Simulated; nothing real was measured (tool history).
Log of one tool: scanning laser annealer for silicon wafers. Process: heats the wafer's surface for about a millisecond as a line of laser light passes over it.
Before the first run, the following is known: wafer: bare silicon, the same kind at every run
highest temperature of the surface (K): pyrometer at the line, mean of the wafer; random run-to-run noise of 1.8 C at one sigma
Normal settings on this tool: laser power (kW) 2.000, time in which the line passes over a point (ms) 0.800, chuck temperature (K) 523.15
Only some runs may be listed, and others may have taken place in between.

run,hour,laser power (kW),time in which the line passes over a point (ms),chuck temperature (K),highest temperature of the surface (K)
1,0.0,2.000,0.800,523.15,1342.15
2,8.6,2.000,0.800,523.15,1344.15
3,25.7,2.141,0.800,523.15,1416.15
4,44.4,2.000,0.800,523.15,1343.15
5,63.6,2.000,0.800,523.15,1340.15
6,73.8,2.000,0.786,523.15,1337.15
7,87.9,2.000,0.786,523.15,1336.15
8,99.7,2.000,0.800,523.15,1342.15
9,108.5,2.000,0.800,523.15,1343.15
10,125.0,2.000,0.800,523.15,1342.15
11,138.4,2.000,0.800,523.15,1343.15
12,149.2,2.000,0.800,545.15,1367.15
13,162.2,2.000,0.800,508.15,1328.15
14,179.0,1.972,0.831,517.15,1337.15
15,192.7,2.000,0.837,545.15,1384.15
16,203.3,1.844,0.605,509.15,1149.15
17,222.7,2.016,0.800,562.15,1392.15
18,233.3,2.016,0.732,562.15,1352.15
19,252.6,2.016,0.732,503.15,1293.15
20,267.8,2.000,0.986,545.15,1458.15
21,277.5,2.000,0.800,523.15,1345.15
22,289.7,1.888,0.800,489.15,1250.15
23,299.0,2.008,0.809,527.15,1356.15
24,309.3,1.967,0.800,523.15,1325.15
25,327.9,2.078,0.978,503.15,1458.15
26,343.1,2.000,0.600,523.15,1230.15

Alternative continuations, all from the tool just after run 26; predict every row:
A,359.1,1.879,0.972,552.15,?
B,359.1,2.065,0.628,500.15,?
C,359.1,2.108,0.600,503.15,?

run,highest temperature of the surface (K)
A,1392.15
B,1248.15
C,1257.15
Without the tool's unlogged condition, the same runs would have read:
run,highest temperature of the surface (K)
A,1393.15
B,1250.15
C,1258.15
